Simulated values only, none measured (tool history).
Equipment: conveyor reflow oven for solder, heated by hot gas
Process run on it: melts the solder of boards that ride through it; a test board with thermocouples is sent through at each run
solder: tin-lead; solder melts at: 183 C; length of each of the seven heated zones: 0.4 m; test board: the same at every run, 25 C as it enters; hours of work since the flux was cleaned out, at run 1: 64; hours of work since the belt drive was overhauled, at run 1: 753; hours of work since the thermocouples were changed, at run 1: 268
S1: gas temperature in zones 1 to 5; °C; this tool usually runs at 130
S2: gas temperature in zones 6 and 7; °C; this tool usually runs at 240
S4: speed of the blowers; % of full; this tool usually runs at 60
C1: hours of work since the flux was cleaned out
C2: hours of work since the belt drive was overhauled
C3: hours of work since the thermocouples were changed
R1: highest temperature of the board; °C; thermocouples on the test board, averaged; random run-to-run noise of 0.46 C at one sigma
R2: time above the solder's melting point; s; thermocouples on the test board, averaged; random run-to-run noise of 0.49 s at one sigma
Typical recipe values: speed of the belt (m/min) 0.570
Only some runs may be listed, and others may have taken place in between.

Run 1, day 0.000: usual settings; C1 64; C2 753; C3 268. Result: R1 221.9 °C, R2 64.4 s.
Run 2, day 1.821: usual settings; C1 83; C2 771; C3 286. Result: R1 222.3 °C, R2 64.9 s.
Run 3, day 4.358: usual settings; C1 108; C2 797; C3 311. Result: R1 221.7 °C, R2 64.2 s.
Run 4, day 7.871: usual settings but S4 84 % of full; C1 143; C2 832; C3 347. Result: R1 227.9 °C, R2 70.4 s.
Run 5, day 9.417: usual settings but S1 142 °C; C1 159; C2 848; C3 362. Result: R1 223.2 °C, R2 70.1 s.
Run 6, day 11.525: usual settings but S1 142 °C; C1 180; C2 869; C3 383. Result: R1 223.5 °C, R2 70.5 s.
At day 13.733: belt drive overhauled, speed set with a stopwatch.
Run 7, day 13.771: usual settings but speed of the belt (m/min) 0.674; C1 201; C2 0; C3 404. Result: R1 214.5 °C, R2 47.1 s.
Run 8, day 16.975: usual settings; C1 233; C2 33; C3 436. Result: R1 220.8 °C, R2 62.8 s.
Run 9, day 18.862: usual settings but S1 120 °C, speed of the belt (m/min) 0.484; C1 252; C2 52; C3 455. Result: R1 225.1 °C, R2 74.9 s.
Run 10, day 20.446: usual settings but S1 120 °C, speed of the belt (m/min) 0.484; C1 268; C2 67; C3 471. Result: R1 225.5 °C, R2 75.9 s.
Run 11, day 23.175: usual settings but S1 140 °C, S2 232 °C; C1 295; C2 95; C3 499. Result: R1 215.2 °C, R2 61.9 s.
Run 12, day 24.992: usual settings but S1 141 °C, S2 253 °C, S4 73 % of full; C1 314; C2 113; C3 517. Result: R1 236.9 °C, R2 78.6 s.
Run 13, day 27.046: usual settings but S1 140 °C, S2 253 °C, speed of the belt (m/min) 0.496, S4 73 % of full; C1 334; C2 134; C3 538. Result: R1 241.8 °C, R2 92.2 s.
Run 14, day 29.367: usual settings but S1 140 °C, S2 253 °C, speed of the belt (m/min) 0.496, S4 73 % of full; C1 358; C2 157; C3 561. Result: R1 241.7 °C, R2 91.0 s.
Run 15, day 31.929: usual settings but speed of the belt (m/min) 0.653, S4 51 % of full; C1 383; C2 183; C3 587. Result: R1 210.1 °C, R2 44.6 s.

Forecast each of these 5 alternatives for the next run:
Run A, day 34.162: usual settings but S1 117 °C, speed of the belt (m/min) 0.583; C1 406; C2 205; C3 609. Result: R1 ?, R2 ?.
Run B, day 34.162: usual settings but speed of the belt (m/min) 0.640; C1 406; C2 205; C3 609. Result: R1 ?, R2 ?.
Run C, day 34.162: usual settings but S4 81 % of full; C1 406; C2 205; C3 609. Result: R1 ?, R2 ?.
Run D, day 34.162: usual settings but S4 66 % of full; C1 406; C2 205; C3 609. Result: R1 ?, R2 ?.
Run E, day 34.162: usual settings but speed of the belt (m/min) 0.496; C1 406; C2 205; C3 609. Result: R1 ?, R2 ?.

run     R1    R2
  A  215.6  53.9
  B  214.1  50.3
  C  225.2  66.2
  D  221.3  63.1
  E  224.6  76.5
The same runs, with their run-to-run variation unchanged, on a tool lacking any hidden condition would have given:
run     R1    R2
  A  218.5  57.0
  B  217.1  53.2
  C  228.1  68.5
  D  224.0  65.4
  E  226.4  78.2
